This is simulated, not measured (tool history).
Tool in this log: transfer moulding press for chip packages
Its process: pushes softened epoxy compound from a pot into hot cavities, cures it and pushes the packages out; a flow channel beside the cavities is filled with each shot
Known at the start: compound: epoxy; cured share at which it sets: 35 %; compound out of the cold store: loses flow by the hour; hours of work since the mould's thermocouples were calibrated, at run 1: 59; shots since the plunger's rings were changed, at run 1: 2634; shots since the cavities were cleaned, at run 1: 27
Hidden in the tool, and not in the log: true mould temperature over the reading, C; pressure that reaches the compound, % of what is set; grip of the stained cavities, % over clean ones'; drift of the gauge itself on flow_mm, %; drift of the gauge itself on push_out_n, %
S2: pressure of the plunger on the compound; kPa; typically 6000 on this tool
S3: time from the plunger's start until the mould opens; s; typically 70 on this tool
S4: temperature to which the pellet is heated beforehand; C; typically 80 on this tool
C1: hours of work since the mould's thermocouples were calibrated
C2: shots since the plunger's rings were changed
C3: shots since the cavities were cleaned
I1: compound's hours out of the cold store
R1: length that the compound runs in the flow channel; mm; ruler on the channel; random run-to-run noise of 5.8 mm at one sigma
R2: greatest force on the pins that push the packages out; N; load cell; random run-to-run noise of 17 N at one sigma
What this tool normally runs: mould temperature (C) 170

{"run": 1, "hour": 0.0, "mould temperature (C)": 170, "S2": 6000, "S3": 70, "S4": 80, "C1": 59, "C2": 2634, "C3": 27, "I1": 36.1, "R1": 857, "R2": 848}
{"run": 2, "hour": 22.9, "mould temperature (C)": 166, "S2": 6000, "S3": 70, "S4": 80, "C1": 72, "C2": 2976, "C3": 369, "I1": 37.6, "R1": 860, "R2": 1504}
{"hour": 37.2, "done": "cavities cleaned with cleaning compound and waxed"}
{"run": 3, "hour": 50.4, "mould temperature (C)": 166, "S2": 6000, "S3": 70, "S4": 80, "C1": 87, "C2": 3365, "C3": 198, "I1": 13, "R1": 903, "R2": 1460}
{"run": 4, "hour": 61.1, "mould temperature (C)": 166, "S2": 6000, "S3": 70, "S4": 80, "C1": 93, "C2": 3526, "C3": 359, "I1": 13.9, "R1": 917, "R2": 1578}
{"hour": 76.0, "done": "cavities cleaned with cleaning compound and waxed"}
{"run": 5, "hour": 76.2, "mould temperature (C)": 170, "S2": 6000, "S3": 70, "S4": 80, "C1": 101, "C2": 3729, "C3": 4, "I1": 33.1, "R1": 843, "R2": 840}
{"run": 6, "hour": 87.8, "mould temperature (C)": 170, "S2": 6000, "S3": 70, "S4": 80, "C1": 107, "C2": 3902, "C3": 177, "I1": 12.7, "R1": 900, "R2": 1073}
{"hour": 103.3, "done": "plunger's sealing rings changed"}
{"run": 7, "hour": 103.3, "mould temperature (C)": 170, "S2": 6000, "S3": 70, "S4": 80, "C1": 115, "C2": 0, "C3": 372, "I1": 12, "R1": 971, "R2": 1196}
{"hour": 117.9, "done": "cavities cleaned with cleaning compound and waxed"}
{"run": 8, "hour": 124.8, "mould temperature (C)": 170, "S2": 6000, "S3": 70, "S4": 80, "C1": 126, "C2": 298, "C3": 102, "I1": 47.4, "R1": 878, "R2": 947}
{"run": 9, "hour": 138.6, "mould temperature (C)": 170, "S2": 6000, "S3": 70, "S4": 80, "C1": 134, "C2": 505, "C3": 309, "I1": 20, "R1": 939, "R2": 1148}
{"hour": 156.2, "done": "cavities cleaned with cleaning compound and waxed"}
{"run": 10, "hour": 166.6, "mould temperature (C)": 170, "S2": 6000, "S3": 70, "S4": 80, "C1": 149, "C2": 901, "C3": 155, "I1": 22.2, "R1": 908, "R2": 1005}
{"run": 11, "hour": 191.9, "mould temperature (C)": 175, "S2": 6000, "S3": 70, "S4": 80, "C1": 164, "C2": 1279, "C3": 533, "I1": 32.4, "R1": 877, "R2": 841}
{"hour": 194.9, "done": "cavities cleaned with cleaning compound and waxed"}
{"run": 12, "hour": 215.7, "mould temperature (C)": 175, "S2": 6000, "S3": 70, "S4": 80, "C1": 177, "C2": 1612, "C3": 311, "I1": 23.4, "R1": 881, "R2": 792}
{"hour": 233.1, "done": "cavities cleaned with cleaning compound and waxed"}
{"run": 13, "hour": 236.9, "mould temperature (C)": 175, "S2": 6000, "S3": 65, "S4": 80, "C1": 188, "C2": 1907, "C3": 57, "I1": 38.9, "R1": 848, "R2": 759}
{"run": 14, "hour": 248.4, "mould temperature (C)": 170, "S2": 6000, "S3": 96, "S4": 80, "C1": 195, "C2": 2080, "C3": 230, "I1": 26.5, "R1": 882, "R2": 582}
{"run": 15, "hour": 262.8, "mould temperature (C)": 170, "S2": 6000, "S3": 96, "S4": 80, "C1": 203, "C2": 2294, "C3": 444, "I1": 15.7, "R1": 906, "R2": 692}
{"hour": 273.3, "done": "cavities cleaned with cleaning compound and waxed"}
{"run": 16, "hour": 287.9, "mould temperature (C)": 171, "S2": 5530, "S3": 99, "S4": 76, "C1": 216, "C2": 2647, "C3": 218, "I1": 27.2, "R1": 836, "R2": 553}
{"run": 17, "hour": 305.8, "mould temperature (C)": 164, "S2": 5360, "S3": 70, "S4": 80, "C1": 226, "C2": 2914, "C3": 485, "I1": 28.7, "R1": 835, "R2": 1804}
{"hour": 312.2, "done": "cavities cleaned with cleaning compound and waxed"}
{"run": 18, "hour": 322.1, "mould temperature (C)": 175, "S2": 5360, "S3": 70, "S4": 80, "C1": 235, "C2": 3136, "C3": 148, "I1": 18.9, "R1": 837, "R2": 699}
{"run": 19, "hour": 332.8, "mould temperature (C)": 175, "S2": 7070, "S3": 78, "S4": 80, "C1": 241, "C2": 3296, "C3": 308, "I1": 31.6, "R1": 920, "R2": 667}
{"run": 20, "hour": 347.9, "mould temperature (C)": 168, "S2": 6410, "S3": 105, "S4": 85, "C1": 250, "C2": 3521, "C3": 533, "I1": 23.1, "R1": 921, "R2": 659}
{"hour": 350.9, "done": "cavities cleaned with cleaning compound and waxed"}
{"run": 21, "hour": 362.1, "mould temperature (C)": 168, "S2": 6410, "S3": 105, "S4": 85, "C1": 257, "C2": 3712, "C3": 167, "I1": 44, "R1": 853, "R2": 526}
{"run": 22, "hour": 383.0, "mould temperature (C)": 169, "S2": 6410, "S3": 100, "S4": 83, "C1": 269, "C2": 4025, "C3": 480, "I1": 19.7, "R1": 913, "R2": 623}
{"hour": 390.3, "done": "plunger's sealing rings changed"}
{"hour": 391.8, "done": "cavities cleaned with cleaning compound and waxed"}
{"run": 23, "hour": 403.4, "mould temperature (C)": 169, "S2": 6410, "S3": 100, "S4": 83, "C1": 278, "C2": 173, "C3": 173, "I1": 12.6, "R1": 994, "R2": 570}
{"run": 24, "hour": 421.9, "mould temperature (C)": 165, "S2": 5730, "S3": 70, "S4": 80, "C1": 289, "C2": 449, "C3": 449, "I1": 29.1, "R1": 909, "R2": 1731}
{"hour": 431.7, "done": "cavities cleaned with cleaning compound and waxed"}
{"run": 25, "hour": 443.6, "mould temperature (C)": 165, "S2": 5730, "S3": 70, "S4": 80, "C1": 301, "C2": 752, "C3": 179, "I1": 34.9, "R1": 886, "R2": 1483}
{"run": 26, "hour": 460.8, "mould temperature (C)": 178, "S2": 6000, "S3": 70, "S4": 80, "C1": 310, "C2": 1009, "C3": 436, "I1": 23.2, "R1": 893, "R2": 703}
{"hour": 471.1, "done": "cavities cleaned with cleaning compound and waxed"}
{"run": 27, "hour": 478.0, "mould temperature (C)": 163, "S2": 7380, "S3": 59, "S4": 85, "C1": 319, "C2": 1243, "C3": 103, "I1": 26.3, "R1": 1035, "R2": 2155}
{"run": 28, "hour": 503.3, "mould temperature (C)": 163, "S2": 7380, "S3": 59, "S4": 85, "C1": 334, "C2": 1622, "C3": 482, "I1": 43.7, "R1": 968, "R2": 2590}
{"hour": 510.8, "done": "cavities cleaned with cleaning compound and waxed"}
{"run": 29, "hour": 530.4, "mould temperature (C)": 163, "S2": 7380, "S3": 59, "S4": 85, "C1": 349, "C2": 2005, "C3": 293, "I1": 33.8, "R1": 1002, "R2": 2484}

Forecast each of these 3 alternatives for the next run:
{"run": "A", "hour": 546.2, "mould temperature (C)": 163, "S2": 6020, "S3": 56, "S4": 77, "C1": 358, "C2": 2242, "C3": 530, "I1": 33.4, "R1": "?", "R2": "?"}
{"run": "B", "hour": 546.2, "mould temperature (C)": 170, "S2": 6900, "S3": 103, "S4": 80, "C1": 358, "C2": 2242, "C3": 530, "I1": 41.8, "R1": "?", "R2": "?"}
{"run": "C", "hour": 546.2, "mould temperature (C)": 164, "S2": 7380, "S3": 102, "S4": 76, "C1": 358, "C2": 2242, "C3": 530, "I1": 9.5, "R1": "?", "R2": "?"}

run=A R1=899 R2=2974
run=B R1=921 R2=630
run=C R1=1060 R2=854
Stripped of hidden state, with their random variation kept, the same runs would have yielded:
run=A R1=938 R2=2043
run=B R1=961 R2=435
run=C R1=1106 R2=576
